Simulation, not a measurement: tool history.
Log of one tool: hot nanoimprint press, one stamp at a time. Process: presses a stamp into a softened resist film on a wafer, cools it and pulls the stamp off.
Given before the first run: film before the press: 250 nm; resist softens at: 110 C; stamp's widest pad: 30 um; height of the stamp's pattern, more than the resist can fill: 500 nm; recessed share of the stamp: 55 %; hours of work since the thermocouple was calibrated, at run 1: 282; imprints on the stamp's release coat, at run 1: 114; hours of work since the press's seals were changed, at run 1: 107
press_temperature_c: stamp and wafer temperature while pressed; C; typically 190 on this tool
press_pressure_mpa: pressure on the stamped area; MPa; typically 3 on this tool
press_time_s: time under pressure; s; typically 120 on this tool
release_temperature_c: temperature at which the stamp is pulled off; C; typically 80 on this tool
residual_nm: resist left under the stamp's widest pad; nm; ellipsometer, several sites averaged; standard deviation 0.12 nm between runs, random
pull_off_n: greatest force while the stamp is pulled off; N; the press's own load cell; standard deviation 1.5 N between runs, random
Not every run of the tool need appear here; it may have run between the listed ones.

run	hour	press_temperature_c	press_pressure_mpa	press_time_s	release_temperature_c	hours of work since the thermocouple was calibrated	imprints on the stamp's release coat	hours of work since the press's seals were changed	residual_nm	pull_off_n
1	0	190	3	120	80	282	114	107	108.5	157
2	10.7	190	3	120	80	288	152	113	108.3	161
3	16.5	190	3	120	80	292	172	117	108.4	161
4	22.8	186	3	120	80	296	194	121	124	161
5	33.2	186	3	120	80	302	231	127	123.8	162
6	38.5	186	3	120	80	305	249	130	123.8	164
7	45.8	185	3	120	80	310	275	135	127.8	159
8	52.9	185	3	120	80	314	300	139	127.8	163
9	57.8	185	3	120	80	317	317	142	127.9	164
10	68.3	190	3	120	80	323	354	148	108.1	163
11	76.1	190	3	120	80	328	381	153	108.4	164
12	86.8	190	3	120	80	334	419	159	108.2	170
13	95.3	190	3	120	80	339	448	164	108.3	168
14	104.8	190	3	120	80	345	482	170	108	174
15	114.3	190	3	120	80	351	515	176	108.2	171
# hour 118.3: plate thermocouple calibrated
16	122.7	190	2.94	213	80	3	534	179	86.2	171
17	129.3	190	2.94	213	65	7	557	183	86.2	242
18	134.4	195	3	120	70	10	575	186	91.4	214
19	144.1	195	3	120	70	16	609	192	91.3	220
# hour 150: plate thermocouple calibrated, once more
20	155.2	190	3	107	80	3	637	197	113.5	175
21	164.2	188	2.58	107	83	9	669	202	128.2	163
22	171.1	188	2.04	65	83	13	693	207	163.5	161
23	176	188	2.04	65	83	16	710	209	163.2	164
24	186.2	190	3	141	80	22	746	216	101.7	179
25	195	190	3	141	86	27	777	221	101.6	151
26	202.2	190	3	68	67	31	802	225	133.5	242
27	212.2	184	3	121	80	37	837	231	131.7	180
28	220.9	184	3	121	80	43	868	236	131.4	182
29	225.7	190	3.78	147	82	46	884	239	90	173
30	233.6	196	3	161	78	50	912	244	78	192

Here are 3 independent what-if runs from the current tool condition. What would each one return?
A	239	185	3.77	161	77	54	931	247	?	?
B	239	190	3.41	197	86	54	931	247	?	?
C	239	190	3.84	120	86	54	931	247	?	?

run	residual_nm	pull_off_n
A	103.7	202
B	83.1	156
C	97.1	157
Stripped of hidden state, with their random variation kept, the same runs would have yielded:
run	residual_nm	pull_off_n
A	103.7	167
B	83.2	129
C	97.1	130
